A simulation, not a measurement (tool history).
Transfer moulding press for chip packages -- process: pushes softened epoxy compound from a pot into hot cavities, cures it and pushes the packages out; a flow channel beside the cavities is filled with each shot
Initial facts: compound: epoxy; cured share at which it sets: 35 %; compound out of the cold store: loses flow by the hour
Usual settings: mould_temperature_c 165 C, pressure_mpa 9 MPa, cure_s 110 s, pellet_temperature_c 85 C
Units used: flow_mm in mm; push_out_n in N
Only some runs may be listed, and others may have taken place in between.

run	day	mould_temperature_c	pressure_mpa	cure_s	pellet_temperature_c	incoming compound's hours out of the cold store	flow_mm	push_out_n
1	0	165	9	110	85	23.5	850	253
2	0.554	165	9	110	85	30.7	821	308
3	0.929	165	9.3	110	85	30.4	833	360
4	1.238	165	9.3	110	85	13.7	905	393
5	1.729	165	9.3	110	85	47	764	392
6	1.988	165	9.3	110	85	16.4	910	415
7	2.371	165	9.3	110	85	40.6	804	424
# day 2.558: cavities cleaned with cleaning compound and waxed
8	2.704	165	9.3	110	85	38.2	809	519
9	3.258	165	9.15	110	85	47.1	752	520
10	3.762	165	9.15	110	85	44.8	768	519
11	4.171	165	9	110	85	38.5	777	547
12	4.704	172	9	110	85	45.3	718	468
13	5.004	172	9	110	85	14.2	853	476
# day 5.112: cavities cleaned with cleaning compound and waxed, once more
14	5.483	165	9	110	85	44.6	756	288
15	5.954	165	9	110	85	25.8	842	333
16	6.354	165	7.65	110	85	12.3	822	367
17	6.638	165	9	144	85	46.1	744	351
18	6.908	165	8.78	100	85	14.9	854	465
19	7.267	169	8.57	110	85	13.6	828	398
# day 7.679: cavities cleaned with cleaning compound and waxed
20	7.708	161	10.04	110	81	29.3	884	306
21	7.967	161	10.04	110	81	16.6	936	344
22	8.262	161	10.04	110	81	18.9	934	384
23	8.825	161	10.04	110	81	30	879	439
24	9.112	168	9.42	110	85	15.5	883	361
25	9.625	168	9.42	110	85	11	882	387
26	10.142	164	7.92	110	90	37.1	722	441
# day 10.242: cavities cleaned with cleaning compound and waxed
27	10.75	170	7.92	143	80	28.1	744	272
28	11.242	170	7.92	143	80	10.8	805	319

Alternative continuations, all from the tool just after run 28; predict every row:
A	11.742	165	6.85	110	78	8.2	?	?
B	11.742	159	10.61	143	80	31.1	?	?
C	11.742	170	8.27	143	80	45.1	?	?

run	flow_mm	push_out_n
A	773	392
B	902	389
C	678	332
Without the tool's unlogged condition, the same runs would have read:
run	flow_mm	push_out_n
A	826	245
B	964	241
C	724	203
